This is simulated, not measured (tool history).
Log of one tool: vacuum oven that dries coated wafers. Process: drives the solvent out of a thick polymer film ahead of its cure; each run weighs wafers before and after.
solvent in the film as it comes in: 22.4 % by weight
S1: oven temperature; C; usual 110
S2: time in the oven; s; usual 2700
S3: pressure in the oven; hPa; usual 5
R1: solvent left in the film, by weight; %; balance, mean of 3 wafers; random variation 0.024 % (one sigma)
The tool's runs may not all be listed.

run 1 hour=0 | S1=110 S2=2700 S3=5 | R1=2.05
run 2 hour=37.4 | S1=110 S2=2700 S3=9.65 | R1=2.22
run 3 hour=86.5 | S1=110 S2=2700 S3=5 | R1=2.06
run 4 hour=150.4 | S1=110 S2=2700 S3=5 | R1=2.02
run 5 hour=227.4 | S1=110 S2=2700 S3=8.48 | R1=2.17
run 6 hour=308.3 | S1=110 S2=2700 S3=8.48 | R1=2.16
run 7 hour=372.6 | S1=110 S2=2700 S3=8.48 | R1=2.17
run 8 hour=434.2 | S1=110 S2=2700 S3=8.48 | R1=2.15
run 9 hour=501.4 | S1=110 S2=2700 S3=5 | R1=2.06
run 10 hour=565.6 | S1=110 S2=2700 S3=5 | R1=2.03
run 11 hour=633.8 | S1=110 S2=2700 S3=6.27 | R1=2.04
-- hour=640.3 vacuum gauge cleaned of residue and calibrated
run 12 hour=675.8 | S1=110 S2=1380 S3=6.27 | R1=5.74
run 13 hour=765 | S1=110 S2=1380 S3=6.27 | R1=5.79
run 14 hour=853.7 | S1=110 S2=1680 S3=5 | R1=4.43
run 15 hour=943 | S1=110 S2=1680 S3=5 | R1=4.41
run 16 hour=988.4 | S1=110 S2=2700 S3=5 | R1=1.97
run 17 hour=1058 | S1=110 S2=2700 S3=5 | R1=2.02
run 18 hour=1111.4 | S1=110 S2=3900 S3=5 | R1=0.88
-- hour=1131.8 vacuum gauge cleaned of residue and calibrated, once more
-- hour=1153.4 oven's thermocouples calibrated
run 19 hour=1187.2 | S1=110 S2=3900 S3=5 | R1=0.88
run 20 hour=1274.9 | S1=110 S2=2460 S3=5 | R1=2.4
run 21 hour=1349.4 | S1=110 S2=2460 S3=5 | R1=2.4
run 22 hour=1422.6 | S1=110 S2=2460 S3=5 | R1=2.4
run 23 hour=1493.8 | S1=110 S2=4740 S3=2.63 | R1=0.45
run 24 hour=1581.7 | S1=110 S2=4740 S3=2.63 | R1=0.4

Run 25 comes next. What will it give?
run 25 hour=1660.7 | S1=118 S2=2700 S3=5 | R1=?

R1: 0.66 %
Without the tool's hidden state the same run would have given R1 0.65 %.

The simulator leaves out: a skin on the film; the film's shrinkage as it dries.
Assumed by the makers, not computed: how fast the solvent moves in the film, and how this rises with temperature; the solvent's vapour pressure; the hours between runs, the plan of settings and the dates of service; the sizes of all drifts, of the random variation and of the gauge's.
